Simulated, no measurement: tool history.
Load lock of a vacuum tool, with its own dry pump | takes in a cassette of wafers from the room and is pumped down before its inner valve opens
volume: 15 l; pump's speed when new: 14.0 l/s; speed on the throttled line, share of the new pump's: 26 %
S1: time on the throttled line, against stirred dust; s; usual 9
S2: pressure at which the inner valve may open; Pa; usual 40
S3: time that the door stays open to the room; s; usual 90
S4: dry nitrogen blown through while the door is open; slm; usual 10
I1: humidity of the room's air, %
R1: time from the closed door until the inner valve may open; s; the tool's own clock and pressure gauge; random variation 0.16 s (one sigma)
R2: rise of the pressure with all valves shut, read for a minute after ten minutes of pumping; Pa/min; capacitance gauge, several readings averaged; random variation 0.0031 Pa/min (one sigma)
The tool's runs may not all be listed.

{"run": 1, "hour": 0.0, "S1": 9, "S2": 40, "S3": 90, "S4": 10, "I1": 43.1, "R1": 15.9, "R2": 0.161}
{"run": 2, "hour": 202.7, "S1": 9, "S2": 40, "S3": 90, "S4": 10, "I1": 46.9, "R1": 15.9, "R2": 0.165}
{"run": 3, "hour": 468.3, "S1": 9, "S2": 40, "S3": 90, "S4": 10, "I1": 41.0, "R1": 16.3, "R2": 0.168}
{"run": 4, "hour": 655.6, "S1": 9, "S2": 40, "S3": 90, "S4": 10, "I1": 45.3, "R1": 16.4, "R2": 0.175}
{"run": 5, "hour": 878.8, "S1": 9, "S2": 40, "S3": 90, "S4": 10, "I1": 45.0, "R1": 16.5, "R2": 0.181}
{"run": 6, "hour": 1162.8, "S1": 9, "S2": 40, "S3": 183, "S4": 10, "I1": 45.9, "R1": 16.3, "R2": 0.224}
{"run": 7, "hour": 1316.9, "S1": 9, "S2": 40, "S3": 183, "S4": 5, "I1": 44.7, "R1": 16.3, "R2": 0.236}
{"run": 8, "hour": 1586.2, "S1": 9, "S2": 40, "S3": 183, "S4": 5, "I1": 46.0, "R1": 16.5, "R2": 0.246}
{"run": 9, "hour": 1920.4, "S1": 9, "S2": 40, "S3": 183, "S4": 5, "I1": 43.0, "R1": 16.4, "R2": 0.247}
{"run": 10, "hour": 2236.5, "S1": 9, "S2": 40, "S3": 183, "S4": 5, "I1": 42.3, "R1": 16.4, "R2": 0.254}
{"run": 11, "hour": 2424.2, "S1": 9, "S2": 40, "S3": 90, "S4": 10, "I1": 44.2, "R1": 16.3, "R2": 0.223}
{"run": 12, "hour": 2595.9, "S1": 9, "S2": 40, "S3": 90, "S4": 10, "I1": 43.9, "R1": 16.3, "R2": 0.216}
{"run": 13, "hour": 2809.3, "S1": 9, "S2": 40, "S3": 90, "S4": 10, "I1": 43.9, "R1": 16.3, "R2": 0.232}
{"run": 14, "hour": 3068.1, "S1": 9, "S2": 40, "S3": 90, "S4": 10, "I1": 44.0, "R1": 16.2, "R2": 0.234}
{"run": 15, "hour": 3314.0, "S1": 9, "S2": 40, "S3": 90, "S4": 10, "I1": 43.7, "R1": 16.7, "R2": 0.236}
{"run": 16, "hour": 3503.1, "S1": 9, "S2": 40, "S3": 90, "S4": 10, "I1": 47.0, "R1": 16.3, "R2": 0.255}
{"run": 17, "hour": 3770.8, "S1": 9, "S2": 40, "S3": 90, "S4": 10, "I1": 43.6, "R1": 16.4, "R2": 0.247}
{"run": 18, "hour": 3994.3, "S1": 9, "S2": 40, "S3": 100, "S4": 5, "I1": 43.6, "R1": 16.5, "R2": 0.279}
{"run": 19, "hour": 4190.8, "S1": 4, "S2": 40, "S3": 62, "S4": 10, "I1": 47.9, "R1": 13.0, "R2": 0.254}
{"run": 20, "hour": 4461.3, "S1": 8, "S2": 29, "S3": 219, "S4": 10, "I1": 43.4, "R1": 16.4, "R2": 0.306}
{"run": 21, "hour": 4797.6, "S1": 9, "S2": 79, "S3": 90, "S4": 10, "I1": 45.6, "R1": 15.6, "R2": 0.277}
{"run": 22, "hour": 5028.2, "S1": 17, "S2": 40, "S3": 45, "S4": 10, "I1": 45.5, "R1": 22.1, "R2": 0.279}
{"run": 23, "hour": 5184.4, "S1": 8, "S2": 29, "S3": 46, "S4": 22, "I1": 49.7, "R1": 16.4, "R2": 0.268}
{"run": 24, "hour": 5531.6, "S1": 7, "S2": 40, "S3": 90, "S4": 9, "I1": 45.3, "R1": 15.5, "R2": 0.314}
{"run": 25, "hour": 5729.0, "S1": 9, "S2": 40, "S3": 90, "S4": 37, "I1": 49.6, "R1": 16.9, "R2": 0.293}
{"run": 26, "hour": 6050.2, "S1": 9, "S2": 40, "S3": 90, "S4": 37, "I1": 45.4, "R1": 16.9, "R2": 0.296}
{"run": 27, "hour": 6309.0, "S1": 9, "S2": 45, "S3": 90, "S4": 37, "I1": 44.8, "R1": 16.7, "R2": 0.308}
{"run": 28, "hour": 6520.2, "S1": 9, "S2": 33, "S3": 90, "S4": 10, "I1": 45.1, "R1": 17.3, "R2": 0.355}
{"run": 29, "hour": 6840.6, "S1": 9, "S2": 33, "S3": 90, "S4": 10, "I1": 43.5, "R1": 17.3, "R2": 0.362}
{"hour": 7153.1, "done": "dry pump taken out, an overhauled one fitted"}
{"run": 30, "hour": 7188.4, "S1": 9, "S2": 33, "S3": 90, "S4": 10, "I1": 44.6, "R1": 15.4, "R2": 0.372}
{"run": 31, "hour": 7492.5, "S1": 5, "S2": 33, "S3": 35, "S4": 10, "I1": 45.2, "R1": 12.5, "R2": 0.36}
{"run": 32, "hour": 7781.2, "S1": 5, "S2": 55, "S3": 35, "S4": 33, "I1": 45.4, "R1": 11.8, "R2": 0.346}
{"run": 33, "hour": 8116.5, "S1": 9, "S2": 78, "S3": 90, "S4": 11, "I1": 41.0, "R1": 14.3, "R2": 0.407}

4 ways to go on from here, each from the tool as it stands after run 33. What would each give?
{"run": "A", "hour": 8358.8, "S1": 9, "S2": 62, "S3": 34, "S4": 13, "I1": 45.5, "R1": "?", "R2": "?"}
{"run": "B", "hour": 8358.8, "S1": 14, "S2": 78, "S3": 139, "S4": 11, "I1": 46.2, "R1": "?", "R2": "?"}
{"run": "C", "hour": 8358.8, "S1": 18, "S2": 33, "S3": 90, "S4": 4, "I1": 41.8, "R1": "?", "R2": "?"}
{"run": "D", "hour": 8358.8, "S1": 9, "S2": 78, "S3": 64, "S4": 11, "I1": 46.5, "R1": "?", "R2": "?"}

run=A R1=14.9 R2=0.406
run=B R1=18.2 R2=0.453
run=C R1=22.0 R2=0.428
run=D R1=14.5 R2=0.414
Without the tool's hidden state the same runs would have given:
run=A R1=14.8 R2=0.056
run=B R1=18.1 R2=0.107
run=C R1=21.9 R2=0.089
run=D R1=14.4 R2=0.073
